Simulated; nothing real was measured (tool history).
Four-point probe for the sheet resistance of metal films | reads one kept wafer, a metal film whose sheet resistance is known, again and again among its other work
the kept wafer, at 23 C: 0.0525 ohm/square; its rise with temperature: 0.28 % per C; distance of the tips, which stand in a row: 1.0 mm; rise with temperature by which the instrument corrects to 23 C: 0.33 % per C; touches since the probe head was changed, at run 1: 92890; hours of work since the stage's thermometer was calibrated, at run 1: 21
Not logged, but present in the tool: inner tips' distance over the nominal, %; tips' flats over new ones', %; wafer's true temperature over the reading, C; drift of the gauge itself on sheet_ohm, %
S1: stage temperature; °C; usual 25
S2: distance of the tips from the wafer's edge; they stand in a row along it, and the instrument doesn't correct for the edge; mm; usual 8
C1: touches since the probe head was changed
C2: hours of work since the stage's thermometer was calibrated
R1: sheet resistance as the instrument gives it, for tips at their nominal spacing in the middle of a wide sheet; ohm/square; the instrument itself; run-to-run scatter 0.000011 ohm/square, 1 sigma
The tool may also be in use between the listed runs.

{"run": 1, "day": 0.0, "S1": 25, "S2": 8, "C1": 92890, "C2": 21, "R1": 0.053261}
{"run": 2, "day": 0.912, "S1": 25, "S2": 8, "C1": 93972, "C2": 34, "R1": 0.053272}
{"run": 3, "day": 1.346, "S1": 29, "S2": 8, "C1": 94483, "C2": 40, "R1": 0.053173}
{"run": 4, "day": 2.142, "S1": 27, "S2": 8, "C1": 95426, "C2": 51, "R1": 0.05322}
{"run": 5, "day": 2.7, "S1": 27, "S2": 8, "C1": 96088, "C2": 59, "R1": 0.053228}
{"run": 6, "day": 3.517, "S1": 27, "S2": 8, "C1": 97054, "C2": 70, "R1": 0.053217}
{"run": 7, "day": 4.217, "S1": 27, "S2": 8, "C1": 97880, "C2": 80, "R1": 0.053247}
{"run": 8, "day": 4.742, "S1": 25, "S2": 3, "C1": 98501, "C2": 87, "R1": 0.055824}
{"run": 9, "day": 5.158, "S1": 25, "S2": 3, "C1": 98997, "C2": 93, "R1": 0.055808}
{"run": 10, "day": 5.667, "S1": 25, "S2": 30, "C1": 99595, "C2": 100, "R1": 0.052885}
{"run": 11, "day": 6.288, "S1": 26, "S2": 8, "C1": 100334, "C2": 109, "R1": 0.053254}
{"run": 12, "day": 6.992, "S1": 24, "S2": 25, "C1": 101167, "C2": 118, "R1": 0.05293}
{"run": 13, "day": 7.55, "S1": 35, "S2": 31, "C1": 101827, "C2": 126, "R1": 0.052681}
{"run": 14, "day": 8.367, "S1": 19, "S2": 8, "C1": 102792, "C2": 138, "R1": 0.053437}
{"run": 15, "day": 9.079, "S1": 19, "S2": 8, "C1": 103634, "C2": 148, "R1": 0.053432}
{"run": 16, "day": 9.475, "S1": 26, "S2": 19, "C1": 104102, "C2": 153, "R1": 0.052905}

Below are 3 alternative next runs, each starting from the tool's condition after run 16. Predict each:
{"run": "A", "day": 10.079, "S1": 32, "S2": 37, "C1": 104819, "C2": 162, "R1": "?"}
{"run": "B", "day": 10.079, "S1": 26, "S2": 11, "C1": 104819, "C2": 162, "R1": "?"}
{"run": "C", "day": 10.079, "S1": 27, "S2": 7, "C1": 104819, "C2": 162, "R1": "?"}

run=A R1=0.052719
run=B R1=0.053076
run=C R1=0.053389
Had the tool no hidden state, the same runs would have come out as:
run=A R1=0.052314
run=B R1=0.052669
run=C R1=0.052979
